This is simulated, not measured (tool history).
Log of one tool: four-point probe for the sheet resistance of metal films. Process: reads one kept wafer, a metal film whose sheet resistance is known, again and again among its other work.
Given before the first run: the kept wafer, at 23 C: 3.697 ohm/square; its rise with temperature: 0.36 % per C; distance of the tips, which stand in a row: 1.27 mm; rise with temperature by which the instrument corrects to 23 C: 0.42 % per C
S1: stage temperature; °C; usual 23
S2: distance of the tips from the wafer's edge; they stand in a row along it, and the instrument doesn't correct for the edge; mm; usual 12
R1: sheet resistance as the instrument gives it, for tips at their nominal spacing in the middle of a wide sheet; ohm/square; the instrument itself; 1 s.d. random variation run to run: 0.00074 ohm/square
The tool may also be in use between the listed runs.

Run 1, hour 0.0: usual settings. Result: R1 3.719652 ohm/square.
Run 2, hour 78.2: usual settings. Result: R1 3.719280 ohm/square.
Run 3, hour 147.2: usual settings. Result: R1 3.717260 ohm/square.
Run 4, hour 259.1: usual settings. Result: R1 3.718754 ohm/square.
At hour 374.7: stage's thermometer calibrated.
Run 5, hour 388.8: usual settings. Result: R1 3.719234 ohm/square.
Run 6, hour 471.7: usual settings. Result: R1 3.719591 ohm/square.
Run 7, hour 580.4: usual settings. Result: R1 3.718928 ohm/square.
Run 8, hour 675.0: usual settings. Result: R1 3.717654 ohm/square.
Run 9, hour 789.6: usual settings. Result: R1 3.718457 ohm/square.
Run 10, hour 903.8: usual settings. Result: R1 3.718597 ohm/square.
Run 11, hour 1007.6: usual settings. Result: R1 3.719549 ohm/square.
Run 12, hour 1137.4: usual settings. Result: R1 3.720142 ohm/square.
Run 13, hour 1232.2: usual settings but S1 34 °C. Result: R1 3.696424 ohm/square.
Run 14, hour 1300.6: usual settings. Result: R1 3.719783 ohm/square.
Run 15, hour 1430.8: usual settings. Result: R1 3.718109 ohm/square.
At hour 1475.6: new probe head fitted.
Run 16, hour 1508.9: usual settings but S1 25 °C. Result: R1 3.714874 ohm/square.
Run 17, hour 1589.3: usual settings but S1 25 °C. Result: R1 3.715351 ohm/square.
Run 18, hour 1655.5: usual settings but S1 25 °C. Result: R1 3.714605 ohm/square.
Run 19, hour 1769.6: usual settings but S1 25 °C. Result: R1 3.715057 ohm/square.
Run 20, hour 1842.9: usual settings but S1 25 °C. Result: R1 3.716620 ohm/square.
Run 21, hour 1906.2: usual settings but S1 25 °C. Result: R1 3.715199 ohm/square.
Run 22, hour 2013.9: usual settings but S1 25 °C. Result: R1 3.715749 ohm/square.
Run 23, hour 2092.6: usual settings but S1 25 °C. Result: R1 3.714390 ohm/square.
Run 24, hour 2197.9: usual settings but S1 26 °C, S2 65 mm. Result: R1 3.692639 ohm/square.
Run 25, hour 2321.4: usual settings but S2 4 mm. Result: R1 3.887129 ohm/square.
Run 26, hour 2409.6: usual settings but S1 22 °C, S2 49 mm. Result: R1 3.701320 ohm/square.
Run 27, hour 2505.6: usual settings but S2 43 mm. Result: R1 3.699061 ohm/square.
Run 28, hour 2595.5: usual settings but S2 43 mm. Result: R1 3.700366 ohm/square.
Run 29, hour 2681.5: usual settings but S2 43 mm. Result: R1 3.698707 ohm/square.
At hour 2773.5: stage's thermometer calibrated.
Run 30, hour 2817.1: usual settings but S2 6 mm. Result: R1 3.784266 ohm/square.
Run 31, hour 2940.8: usual settings but S1 32 °C, S2 15 mm. Result: R1 3.693363 ohm/square.
Run 32, hour 3043.2: usual settings but S2 6 mm. Result: R1 3.783372 ohm/square.
Run 33, hour 3148.1: usual settings but S1 26 °C, S2 27 mm. Result: R1 3.695291 ohm/square.
Run 34, hour 3281.5: usual settings but S1 26 °C, S2 27 mm. Result: R1 3.695131 ohm/square.
Run 35, hour 3392.5: usual settings but S1 20 °C, S2 18 mm. Result: R1 3.712494 ohm/square.
Run 36, hour 3529.7: usual settings but S1 20 °C, S2 3 mm. Result: R1 4.025931 ohm/square.
Run 37, hour 3624.3: usual settings but S1 20 °C, S2 25 mm. Result: R1 3.707548 ohm/square.
Run 38, hour 3723.8: usual settings but S1 20 °C, S2 25 mm. Result: R1 3.707772 ohm/square.
Run 39, hour 3785.2: usual settings but S1 21 °C, S2 5 mm. Result: R1 3.824667 ohm/square.
Run 40, hour 3867.9: usual settings but S2 6 mm. Result: R1 3.784321 ohm/square.
Run 41, hour 3949.8: usual settings but S1 22 °C, S2 36 mm. Result: R1 3.701664 ohm/square.
Run 42, hour 4017.9: usual settings but S1 26 °C. Result: R1 3.713957 ohm/square.
Run 43, hour 4110.1: usual settings but S1 26 °C. Result: R1 3.713087 ohm/square.
Run 44, hour 4220.0: usual settings but S1 22 °C, S2 13 mm. Result: R1 3.717146 ohm/square.
Run 45, hour 4333.2: usual settings but S1 30 °C, S2 13 mm. Result: R1 3.702923 ohm/square.
Run 46, hour 4468.4: usual settings but S2 23 mm. Result: R1 3.703519 ohm/square.

Each row is a separate what-if for the run after 46, all from the same tool condition, not one after another. Results?
Run A, hour 4533.6: usual settings but S2 7 mm. Result: R1 ?.
Run B, hour 4533.6: usual settings but S1 18 °C, S2 4 mm. Result: R1 ?.
Run C, hour 4533.6: usual settings but S2 45 mm. Result: R1 ?.

run        R1
  A  3.760737
  B  3.897177
  C  3.698993
Without the tool's unlogged condition, the same runs would have read:
run        R1
  A  3.760968
  B  3.897416
  C  3.699220
